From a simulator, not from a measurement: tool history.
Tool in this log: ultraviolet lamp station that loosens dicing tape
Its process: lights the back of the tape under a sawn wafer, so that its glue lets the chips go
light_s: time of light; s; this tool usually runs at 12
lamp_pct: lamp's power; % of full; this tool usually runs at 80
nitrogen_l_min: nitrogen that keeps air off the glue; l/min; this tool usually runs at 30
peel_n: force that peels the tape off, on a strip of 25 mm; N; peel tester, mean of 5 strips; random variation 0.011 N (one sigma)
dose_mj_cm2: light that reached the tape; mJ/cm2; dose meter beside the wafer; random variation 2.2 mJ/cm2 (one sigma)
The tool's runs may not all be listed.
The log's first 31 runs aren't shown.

run 32 day=42.458 | light_s=13 lamp_pct=99 nitrogen_l_min=13 | peel_n=0.862 dose_mj_cm2=210
run 33 day=43.975 | light_s=9 lamp_pct=83 nitrogen_l_min=36 | peel_n=1.108 dose_mj_cm2=117
run 34 day=44.867 | light_s=9 lamp_pct=83 nitrogen_l_min=36 | peel_n=1.094 dose_mj_cm2=119
run 35 day=46.071 | light_s=9 lamp_pct=83 nitrogen_l_min=36 | peel_n=1.11 dose_mj_cm2=122
run 36 day=47.5 | light_s=18 lamp_pct=80 nitrogen_l_min=56 | peel_n=0.27 dose_mj_cm2=228
-- day=48.438 window cleaned of glue's vapour
run 37 day=48.558 | light_s=18 lamp_pct=80 nitrogen_l_min=12 | peel_n=0.755 dose_mj_cm2=240
run 38 day=49.396 | light_s=18 lamp_pct=80 nitrogen_l_min=12 | peel_n=0.751 dose_mj_cm2=244
run 39 day=50.392 | light_s=11 lamp_pct=76 nitrogen_l_min=39 | peel_n=0.809 dose_mj_cm2=136
run 40 day=51.338 | light_s=17 lamp_pct=86 nitrogen_l_min=21 | peel_n=0.483 dose_mj_cm2=239
run 41 day=52.783 | light_s=17 lamp_pct=86 nitrogen_l_min=21 | peel_n=0.487 dose_mj_cm2=236
run 42 day=54.412 | light_s=17 lamp_pct=86 nitrogen_l_min=21 | peel_n=0.489 dose_mj_cm2=236

Below are 4 alternative next runs, each starting from the tool's condition after run 42. Predict each:
run A day=55.529 | light_s=17 lamp_pct=74 nitrogen_l_min=32 | peel_n=? dose_mj_cm2=?
run B day=55.529 | light_s=13 lamp_pct=86 nitrogen_l_min=21 | peel_n=? dose_mj_cm2=?
run C day=55.529 | light_s=7 lamp_pct=80 nitrogen_l_min=30 | peel_n=? dose_mj_cm2=?
run D day=55.529 | light_s=10 lamp_pct=60 nitrogen_l_min=48 | peel_n=? dose_mj_cm2=?

run=A peel_n=0.468 dose_mj_cm2=202
run=B peel_n=0.811 dose_mj_cm2=181
run=C peel_n=1.835 dose_mj_cm2=91
run=D peel_n=1.32 dose_mj_cm2=99
With the hidden condition removed and each run's random variation left untouched, the same runs would have given:
run=A peel_n=0.284 dose_mj_cm2=267
run=B peel_n=0.488 dose_mj_cm2=240
run=C peel_n=1.274 dose_mj_cm2=121
run=D peel_n=0.851 dose_mj_cm2=131
